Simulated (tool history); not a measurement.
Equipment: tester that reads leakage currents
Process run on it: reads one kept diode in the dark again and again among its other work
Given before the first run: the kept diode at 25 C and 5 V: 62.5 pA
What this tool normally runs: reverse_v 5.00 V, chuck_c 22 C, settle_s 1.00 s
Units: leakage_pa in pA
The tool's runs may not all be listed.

run 1 hour=0.0 | reverse_v=5.00 chuck_c=22 settle_s=1.00 | leakage_pa=44.39
run 2 hour=43.3 | reverse_v=5.00 chuck_c=22 settle_s=1.00 | leakage_pa=44.49
run 3 hour=79.4 | reverse_v=7.07 chuck_c=22 settle_s=1.00 | leakage_pa=52.43
run 4 hour=126.3 | reverse_v=7.07 chuck_c=32 settle_s=1.00 | leakage_pa=130.57
run 5 hour=182.1 | reverse_v=5.00 chuck_c=36 settle_s=1.00 | leakage_pa=156.15
run 6 hour=237.6 | reverse_v=5.00 chuck_c=22 settle_s=1.00 | leakage_pa=44.85
run 7 hour=300.2 | reverse_v=8.36 chuck_c=22 settle_s=1.00 | leakage_pa=58.36
run 8 hour=362.9 | reverse_v=8.36 chuck_c=22 settle_s=1.00 | leakage_pa=58.31
run 9 hour=418.6 | reverse_v=8.36 chuck_c=22 settle_s=1.00 | leakage_pa=58.82
run 10 hour=475.0 | reverse_v=8.36 chuck_c=22 settle_s=1.00 | leakage_pa=58.82
run 11 hour=539.3 | reverse_v=4.63 chuck_c=22 settle_s=1.00 | leakage_pa=43.63
run 12 hour=613.1 | reverse_v=5.00 chuck_c=22 settle_s=1.00 | leakage_pa=45.75
run 13 hour=670.5 | reverse_v=5.00 chuck_c=22 settle_s=1.00 | leakage_pa=45.52
run 14 hour=716.2 | reverse_v=5.00 chuck_c=22 settle_s=8.05 | leakage_pa=45.21
run 15 hour=793.5 | reverse_v=5.00 chuck_c=22 settle_s=1.34 | leakage_pa=45.64
run 16 hour=847.3 | reverse_v=5.00 chuck_c=49 settle_s=1.00 | leakage_pa=459.63
-- hour=888.1 chuck's temperature calibrated
run 17 hour=890.4 | reverse_v=5.00 chuck_c=53 settle_s=1.00 | leakage_pa=702.32
run 18 hour=955.9 | reverse_v=5.00 chuck_c=53 settle_s=1.00 | leakage_pa=703.14
run 19 hour=1005.9 | reverse_v=5.00 chuck_c=53 settle_s=1.00 | leakage_pa=698.69
run 20 hour=1049.6 | reverse_v=5.00 chuck_c=53 settle_s=1.00 | leakage_pa=697.28
run 21 hour=1084.5 | reverse_v=6.46 chuck_c=53 settle_s=3.06 | leakage_pa=788.11
run 22 hour=1122.9 | reverse_v=6.46 chuck_c=53 settle_s=3.06 | leakage_pa=787.13
run 23 hour=1156.5 | reverse_v=6.46 chuck_c=53 settle_s=3.06 | leakage_pa=783.13
run 24 hour=1205.6 | reverse_v=4.31 chuck_c=22 settle_s=5.08 | leakage_pa=48.14
run 25 hour=1270.7 | reverse_v=11.02 chuck_c=38 settle_s=1.00 | leakage_pa=300.80
run 26 hour=1331.1 | reverse_v=3.05 chuck_c=37 settle_s=0.64 | leakage_pa=149.81
run 27 hour=1375.2 | reverse_v=5.00 chuck_c=22 settle_s=7.33 | leakage_pa=52.37
run 28 hour=1412.6 | reverse_v=5.00 chuck_c=22 settle_s=7.33 | leakage_pa=52.46
run 29 hour=1481.6 | reverse_v=17.89 chuck_c=54 settle_s=0.79 | leakage_pa=1357.54
run 30 hour=1535.9 | reverse_v=17.89 chuck_c=54 settle_s=0.79 | leakage_pa=1354.34
run 31 hour=1612.7 | reverse_v=6.87 chuck_c=22 settle_s=2.62 | leakage_pa=62.68
run 32 hour=1690.8 | reverse_v=6.87 chuck_c=22 settle_s=2.62 | leakage_pa=62.85
run 33 hour=1757.6 | reverse_v=5.00 chuck_c=24 settle_s=1.00 | leakage_pa=62.87
run 34 hour=1831.4 | reverse_v=5.00 chuck_c=24 settle_s=1.00 | leakage_pa=62.86
run 35 hour=1889.2 | reverse_v=6.99 chuck_c=22 settle_s=3.72 | leakage_pa=63.66
run 36 hour=1948.7 | reverse_v=5.80 chuck_c=21 settle_s=0.48 | leakage_pa=54.30
run 37 hour=1981.5 | reverse_v=5.80 chuck_c=22 settle_s=9.82 | leakage_pa=57.50
run 38 hour=2024.0 | reverse_v=5.00 chuck_c=22 settle_s=1.00 | leakage_pa=53.61
run 39 hour=2069.4 | reverse_v=1.11 chuck_c=26 settle_s=0.31 | leakage_pa=34.82
run 40 hour=2115.2 | reverse_v=1.11 chuck_c=26 settle_s=0.31 | leakage_pa=34.78

3 ways to go on from here, each from the tool as it stands after run 40. What would each give?
run A hour=2192.6 | reverse_v=1.11 chuck_c=26 settle_s=0.36 | leakage_pa=?
run B hour=2192.6 | reverse_v=8.64 chuck_c=29 settle_s=0.31 | leakage_pa=?
run C hour=2192.6 | reverse_v=5.00 chuck_c=39 settle_s=1.00 | leakage_pa=?

run=A leakage_pa=34.68
run=B leakage_pa=129.40
run=C leakage_pa=220.74
Without the tool's unlogged condition, the same runs would have read:
run=A leakage_pa=34.35
run=B leakage_pa=119.75
run=C leakage_pa=221.57

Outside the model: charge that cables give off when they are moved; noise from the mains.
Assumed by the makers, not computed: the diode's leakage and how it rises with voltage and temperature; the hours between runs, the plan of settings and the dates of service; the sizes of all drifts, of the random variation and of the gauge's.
